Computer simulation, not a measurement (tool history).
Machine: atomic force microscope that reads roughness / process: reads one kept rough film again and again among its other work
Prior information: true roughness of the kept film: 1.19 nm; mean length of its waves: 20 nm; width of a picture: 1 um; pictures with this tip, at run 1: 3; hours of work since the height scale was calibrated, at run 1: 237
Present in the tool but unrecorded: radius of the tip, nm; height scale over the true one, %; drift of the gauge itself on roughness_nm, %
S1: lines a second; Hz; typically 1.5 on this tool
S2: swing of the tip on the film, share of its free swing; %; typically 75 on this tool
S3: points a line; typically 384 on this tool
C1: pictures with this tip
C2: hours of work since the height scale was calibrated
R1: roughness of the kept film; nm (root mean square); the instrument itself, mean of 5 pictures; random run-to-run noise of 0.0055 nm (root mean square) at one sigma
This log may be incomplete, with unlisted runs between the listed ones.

Run 1, hour 0: usual settings; C1 3; C2 237. Result: R1 0.931 nm (root mean square).
Run 2, hour 8.8: usual settings but S1 1.35 Hz; C1 12; C2 242. Result: R1 0.948 nm (root mean square).
Run 3, hour 13: usual settings but S1 1.35 Hz; C1 16; C2 244. Result: R1 0.938 nm (root mean square).
Run 4, hour 19.9: usual settings but S1 1.35 Hz; C1 24; C2 248. Result: R1 0.946 nm (root mean square).
Run 5, hour 28: usual settings but S1 0.51 Hz; C1 32; C2 253. Result: R1 1.011 nm (root mean square).
Run 6, hour 34.9: usual settings but S2 57 %; C1 39; C2 257. Result: R1 1.001 nm (root mean square).
Run 7, hour 43.2: usual settings but S2 57 %; C1 48; C2 261. Result: R1 1.003 nm (root mean square).
Run 8, hour 52.4: usual settings but S2 57 %; C1 58; C2 266. Result: R1 1.005 nm (root mean square).
Run 9, hour 59.2: usual settings but S2 57 %; C1 65; C2 270. Result: R1 1.004 nm (root mean square).
Run 10, hour 64.9: usual settings but S2 57 %; C1 71; C2 274. Result: R1 1.009 nm (root mean square).
Run 11, hour 73.6: usual settings but S2 57 %; C1 80; C2 278. Result: R1 0.996 nm (root mean square).
Run 12, hour 82.6: usual settings but S2 57 %; C1 89; C2 284. Result: R1 1.004 nm (root mean square).
Run 13, hour 90.8: usual settings but S2 57 %; C1 98; C2 288. Result: R1 1.004 nm (root mean square).
Run 14, hour 101: usual settings but S2 57 %; C1 109; C2 294. Result: R1 1.004 nm (root mean square).
Run 15, hour 108.1: usual settings but S3 434; C1 116; C2 298. Result: R1 0.936 nm (root mean square).
Run 16, hour 115.4: usual settings; C1 124; C2 302. Result: R1 0.938 nm (root mean square).
Run 17, hour 122: usual settings; C1 131; C2 306. Result: R1 0.931 nm (root mean square).
Run 18, hour 126.2: usual settings but S3 410; C1 135; C2 308. Result: R1 0.932 nm (root mean square).
Run 19, hour 130.9: usual settings but S3 410; C1 140; C2 311. Result: R1 0.929 nm (root mean square).
At hour 134.7: new tip fitted.
Run 20, hour 141.2: usual settings but S1 2.57 Hz, S2 65 %, S3 262; C1 7; C2 316. Result: R1 0.925 nm (root mean square).
Run 21, hour 146.2: usual settings but S1 2.66 Hz, S2 73 %, S3 381; C1 12; C2 319. Result: R1 0.873 nm (root mean square).
Run 22, hour 150.6: usual settings but S1 1.64 Hz, S2 64 %, S3 684; C1 17; C2 322. Result: R1 0.989 nm (root mean square).
Run 23, hour 157: usual settings but S1 1.64 Hz, S2 64 %, S3 684; C1 24; C2 325. Result: R1 0.981 nm (root mean square).
Run 24, hour 165.5: usual settings but S1 1.64 Hz, S2 65 %, S3 684; C1 33; C2 330. Result: R1 0.985 nm (root mean square).
Run 25, hour 173.4: usual settings but S1 0.82 Hz, S2 59 %, S3 318; C1 41; C2 335. Result: R1 1.018 nm (root mean square).
Run 26, hour 183.8: usual settings but S1 0.82 Hz, S2 59 %, S3 318; C1 52; C2 341. Result: R1 1.021 nm (root mean square).
Run 27, hour 193.5: usual settings but S1 0.73 Hz, S3 724; C1 62; C2 346. Result: R1 1.004 nm (root mean square).
Run 28, hour 200.2: usual settings but S1 0.73 Hz, S3 724; C1 69; C2 350. Result: R1 0.997 nm (root mean square).
Run 29, hour 204.5: usual settings but S1 2.25 Hz, S2 65 %, S3 318; C1 74; C2 352. Result: R1 0.941 nm (root mean square).
Run 30, hour 211.3: usual settings but S1 0.71 Hz, S2 68 %, S3 580; C1 81; C2 356. Result: R1 1.018 nm (root mean square).
Run 31, hour 215.9: usual settings but S1 0.63 Hz, S2 83 %, S3 320; C1 85; C2 359. Result: R1 0.962 nm (root mean square).
Run 32, hour 224.5: usual settings but S2 63 %; C1 94; C2 364. Result: R1 0.985 nm (root mean square).
Run 33, hour 234.2: usual settings but S1 1.52 Hz, S2 70 %, S3 358; C1 105; C2 369. Result: R1 0.956 nm (root mean square).
Run 34, hour 238.4: usual settings but S1 3.89 Hz, S2 70 %, S3 358; C1 109; C2 371. Result: R1 0.837 nm (root mean square).
Run 35, hour 247.6: usual settings but S1 3.89 Hz, S2 70 %, S3 358; C1 119; C2 377. Result: R1 0.853 nm (root mean square).
Run 36, hour 256.9: usual settings but S2 62 %, S3 309; C1 128; C2 382. Result: R1 0.978 nm (root mean square).
Run 37, hour 261.9: usual settings but S2 62 %, S3 309; C1 134; C2 385. Result: R1 0.97 nm (root mean square).
Run 38, hour 266.5: usual settings but S1 3.6 Hz, S2 60 %, S3 959; C1 138; C2 387. Result: R1 0.938 nm (root mean square).

Hidden condition of the tool, last listed run before each entry between runs versus first listed run after:
Runs 19 to 20: new tip fitted (hour 134.7)
  radius of the tip, nm: 10.3 -> 10

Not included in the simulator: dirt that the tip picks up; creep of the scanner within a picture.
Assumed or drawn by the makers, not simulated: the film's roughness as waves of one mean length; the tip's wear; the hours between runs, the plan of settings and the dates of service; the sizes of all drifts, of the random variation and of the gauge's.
